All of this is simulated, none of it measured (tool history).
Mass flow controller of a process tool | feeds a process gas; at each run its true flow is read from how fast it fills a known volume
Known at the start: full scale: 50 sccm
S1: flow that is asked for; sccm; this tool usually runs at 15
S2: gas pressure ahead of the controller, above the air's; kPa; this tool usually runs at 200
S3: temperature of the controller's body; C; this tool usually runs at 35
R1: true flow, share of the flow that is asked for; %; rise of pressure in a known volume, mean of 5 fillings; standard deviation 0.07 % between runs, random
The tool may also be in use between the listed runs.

{"run": 1, "hour": 0.0, "S1": 15, "S2": 200, "S3": 35, "R1": 94.57}
{"run": 2, "hour": 122.8, "S1": 15, "S2": 200, "S3": 35, "R1": 94.55}
{"run": 3, "hour": 216.6, "S1": 15, "S2": 200, "S3": 35, "R1": 94.53}
{"run": 4, "hour": 310.3, "S1": 15, "S2": 200, "S3": 35, "R1": 94.49}
{"run": 5, "hour": 406.4, "S1": 15, "S2": 200, "S3": 35, "R1": 94.47}
{"run": 6, "hour": 496.2, "S1": 15, "S2": 200, "S3": 35, "R1": 94.37}
{"run": 7, "hour": 585.5, "S1": 7, "S2": 200, "S3": 35, "R1": 95.06}
{"run": 8, "hour": 659.7, "S1": 7, "S2": 200, "S3": 35, "R1": 95.23}
{"run": 9, "hour": 731.3, "S1": 7, "S2": 200, "S3": 35, "R1": 95.13}
{"run": 10, "hour": 796.3, "S1": 7, "S2": 200, "S3": 35, "R1": 95.27}
{"run": 11, "hour": 875.2, "S1": 15, "S2": 200, "S3": 35, "R1": 94.32}
{"run": 12, "hour": 978.0, "S1": 15, "S2": 200, "S3": 35, "R1": 94.17}
{"run": 13, "hour": 1054.8, "S1": 7, "S2": 252, "S3": 23, "R1": 96.06}
{"run": 14, "hour": 1174.6, "S1": 7, "S2": 172, "S3": 33, "R1": 95.34}
{"run": 15, "hour": 1262.2, "S1": 7, "S2": 172, "S3": 33, "R1": 95.53}
{"run": 16, "hour": 1345.9, "S1": 24, "S2": 144, "S3": 21, "R1": 95.57}
{"run": 17, "hour": 1419.7, "S1": 22, "S2": 144, "S3": 29, "R1": 94.85}
{"hour": 1426.6, "done": "controller's zero set anew"}
{"run": 18, "hour": 1478.2, "S1": 22, "S2": 250, "S3": 29, "R1": 94.39}
{"hour": 1599.3, "done": "controller's zero set anew, once more"}
{"run": 19, "hour": 1599.3, "S1": 28, "S2": 270, "S3": 24, "R1": 94.06}
{"run": 20, "hour": 1676.8, "S1": 28, "S2": 270, "S3": 24, "R1": 94.01}

Run 21, settings as shown, results not yet in. Your forecast:
{"run": 21, "hour": 1782.9, "S1": 28, "S2": 270, "S3": 24, "R1": "?"}

{"run 21": {"R1": 94.17}}
If the tool had no hidden condition, the same run with the same run-to-run variation would have returned R1 98.54 %.

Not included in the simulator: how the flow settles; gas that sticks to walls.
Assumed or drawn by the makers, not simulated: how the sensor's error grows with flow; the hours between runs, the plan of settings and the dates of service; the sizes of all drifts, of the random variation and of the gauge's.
